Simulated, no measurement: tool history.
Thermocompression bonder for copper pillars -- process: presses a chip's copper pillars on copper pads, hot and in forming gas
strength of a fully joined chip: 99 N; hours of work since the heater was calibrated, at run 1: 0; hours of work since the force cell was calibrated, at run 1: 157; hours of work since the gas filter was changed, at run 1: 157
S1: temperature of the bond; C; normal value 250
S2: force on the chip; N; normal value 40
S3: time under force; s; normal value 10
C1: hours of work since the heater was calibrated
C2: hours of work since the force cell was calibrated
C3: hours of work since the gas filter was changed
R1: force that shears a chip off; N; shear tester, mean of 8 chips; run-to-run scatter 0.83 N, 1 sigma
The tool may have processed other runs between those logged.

| run | hour | S1 | S2 | S3 | C1 | C2 | C3 | R1 |
|---|---|---|---|---|---|---|---|---|
| 1 | 0 | 250 | 40 | 10 | 0 | 157 | 157 | 63.7 |
| 2 | 74.8 | 250 | 51 | 10 | 52 | 209 | 209 | 66.8 |
| 3 | 113 | 250 | 51 | 10 | 79 | 236 | 236 | 67.6 |
| 4 | 180.9 | 250 | 51 | 10 | 126 | 283 | 283 | 66.8 |
| 5 | 221.4 | 250 | 51 | 10 | 155 | 312 | 312 | 65.6 |
| 6 | 299 | 250 | 51 | 10 | 209 | 366 | 366 | 65.1 |
|  | 348 | forming gas filter changed |
| 7 | 353.7 | 250 | 51 | 10 | 247 | 404 | 4 | 73.5 |
| 8 | 407.6 | 250 | 40 | 10 | 284 | 441 | 42 | 65.7 |
| 9 | 455.7 | 250 | 40 | 10 | 318 | 475 | 75 | 66.6 |
| 10 | 519.9 | 250 | 40 | 10 | 363 | 520 | 120 | 66.2 |
| 11 | 566 | 222 | 58 | 7 | 395 | 552 | 152 | 45.4 |
| 12 | 599.6 | 251 | 37 | 10 | 419 | 576 | 176 | 64.5 |
| 13 | 656.9 | 273 | 40 | 10 | 459 | 616 | 216 | 77.8 |
| 14 | 708.9 | 273 | 40 | 10 | 495 | 652 | 252 | 78.3 |
| 15 | 785.4 | 221 | 40 | 10 | 548 | 705 | 306 | 41.1 |

3 ways to go on from here, each from the tool as it stands after run 15. What would each give?
| A | 864.9 | 250 | 40 | 13 | 604 | 761 | 361 | ? |
| B | 864.9 | 277 | 27 | 15 | 604 | 761 | 361 | ? |
| C | 864.9 | 270 | 40 | 12 | 604 | 761 | 361 | ? |

| run | R1 |
|---|---|
| A | 66.5 |
| B | 78.4 |
| C | 75.9 |
With no hidden state in the tool, these same runs would have given:
| run | R1 |
|---|---|
| A | 71.1 |
| B | 85 |
| C | 82.2 |
